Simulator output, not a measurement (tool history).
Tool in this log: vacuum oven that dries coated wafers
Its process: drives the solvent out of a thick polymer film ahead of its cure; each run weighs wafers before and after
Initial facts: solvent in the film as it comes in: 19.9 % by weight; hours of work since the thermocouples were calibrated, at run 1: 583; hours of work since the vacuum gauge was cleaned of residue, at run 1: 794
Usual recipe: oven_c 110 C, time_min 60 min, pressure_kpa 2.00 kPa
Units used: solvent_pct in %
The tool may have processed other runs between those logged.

| run | day | oven_c | time_min | pressure_kpa | hours of work since the thermocouples were calibrated | hours of work since the vacuum gauge was cleaned of residue | solvent_pct |
|---|---|---|---|---|---|---|---|
| 1 | 0.000 | 110 | 60 | 2.00 | 583 | 794 | 2.61 |
| 2 | 2.979 | 110 | 60 | 2.00 | 628 | 840 | 2.79 |
| 3 | 5.646 | 110 | 60 | 2.00 | 669 | 880 | 2.76 |
| 4 | 7.654 | 110 | 60 | 2.00 | 699 | 911 | 2.73 |
| 5 | 11.579 | 119 | 60 | 2.00 | 759 | 971 | 1.36 |
| 6 | 14.883 | 110 | 60 | 2.47 | 810 | 1021 | 2.97 |
| 7 | 17.046 | 110 | 60 | 2.12 | 843 | 1054 | 2.88 |
| 8 | 20.262 | 110 | 60 | 2.00 | 892 | 1104 | 2.74 |
|  | 20.667 | vacuum gauge cleaned of residue and calibrated |
| 9 | 23.754 | 110 | 60 | 1.74 | 944 | 47 | 2.73 |
| 10 | 26.642 | 97 | 60 | 2.29 | 988 | 91 | 6.31 |
| 11 | 30.650 | 118 | 35 | 1.71 | 1050 | 152 | 3.39 |
|  | 32.854 | vacuum gauge cleaned of residue and calibrated, once more |
| 12 | 32.983 | 103 | 60 | 2.00 | 1084 | 2 | 4.28 |
| 13 | 35.688 | 103 | 60 | 2.00 | 1125 | 43 | 4.35 |
| 14 | 37.950 | 103 | 60 | 2.00 | 1160 | 78 | 4.39 |
| 15 | 41.367 | 97 | 40 | 5.60 | 1212 | 130 | 9.87 |
| 16 | 45.996 | 97 | 40 | 5.60 | 1283 | 201 | 9.90 |

Run by run, hidden condition taken away, random variation retained:
The hidden state here: true wafer temperature over the reading, C; true pressure over the reading, kPa; drift of the gauge itself on solvent_pct, %.
| run | solvent_pct |
|---|---|
| 1 | 2.48 |
| 2 | 2.64 |
| 3 | 2.60 |
| 4 | 2.57 |
| 5 | 1.24 |
| 6 | 2.76 |
| 7 | 2.67 |
| 8 | 2.52 |
| 9 | 2.45 |
| 10 | 5.88 |
| 11 | 3.10 |
| 12 | 4.09 |
| 13 | 4.14 |
| 14 | 4.17 |
| 15 | 9.58 |
| 16 | 9.57 |
